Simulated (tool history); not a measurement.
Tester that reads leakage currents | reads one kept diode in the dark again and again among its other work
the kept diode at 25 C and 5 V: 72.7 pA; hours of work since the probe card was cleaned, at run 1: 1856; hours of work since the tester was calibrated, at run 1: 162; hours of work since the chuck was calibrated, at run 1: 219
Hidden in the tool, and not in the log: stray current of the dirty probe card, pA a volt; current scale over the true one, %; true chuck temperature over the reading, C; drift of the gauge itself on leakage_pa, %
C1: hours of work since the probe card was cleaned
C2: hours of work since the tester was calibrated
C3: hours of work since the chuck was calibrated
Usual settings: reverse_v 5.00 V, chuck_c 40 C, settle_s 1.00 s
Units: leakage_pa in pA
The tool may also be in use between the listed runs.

Run 1, day 0.000: usual settings; C1 1856; C2 162; C3 219. Result: leakage_pa 236.28 pA.
Run 2, day 1.092: usual settings; C1 1872; C2 178; C3 235. Result: leakage_pa 236.97 pA.
Run 3, day 2.471: usual settings; C1 1893; C2 199; C3 256. Result: leakage_pa 235.78 pA.
Run 4, day 3.225: usual settings; C1 1904; C2 210; C3 267. Result: leakage_pa 237.06 pA.
Run 5, day 4.046: usual settings; C1 1917; C2 222; C3 279. Result: leakage_pa 235.97 pA.
At day 4.650: probe card cleaned and baked.
Run 6, day 5.254: usual settings but reverse_v 4.62 V, settle_s 1.17 s; C1 9; C2 238; C3 295. Result: leakage_pa 223.83 pA.
Run 7, day 5.867: usual settings but chuck_c 30 C, settle_s 9.65 s; C1 18; C2 248; C3 305. Result: leakage_pa 106.13 pA.
Run 8, day 6.988: usual settings but chuck_c 30 C, settle_s 9.65 s; C1 35; C2 264; C3 321. Result: leakage_pa 106.47 pA.
Run 9, day 7.938: usual settings but chuck_c 30 C, settle_s 9.65 s; C1 49; C2 279; C3 336. Result: leakage_pa 106.27 pA.
Run 10, day 8.588: usual settings but reverse_v 2.41 V, settle_s 2.53 s; C1 59; C2 288; C3 345. Result: leakage_pa 159.02 pA.

Hidden state at the last listed run before each entry between runs and at the first one after, where it differs:
Between runs 5 and 6: probe card cleaned and baked (day 4.650)
  stray current of the dirty probe card, pA a volt: 0.445 -> 0.025; current scale over the true one, %: 0.09 -> 0.1; true chuck temperature over the reading, C: -0.34 -> -0.36
  measured less the result without the state, leakage_pa: -3.76 -> -5.90 pA
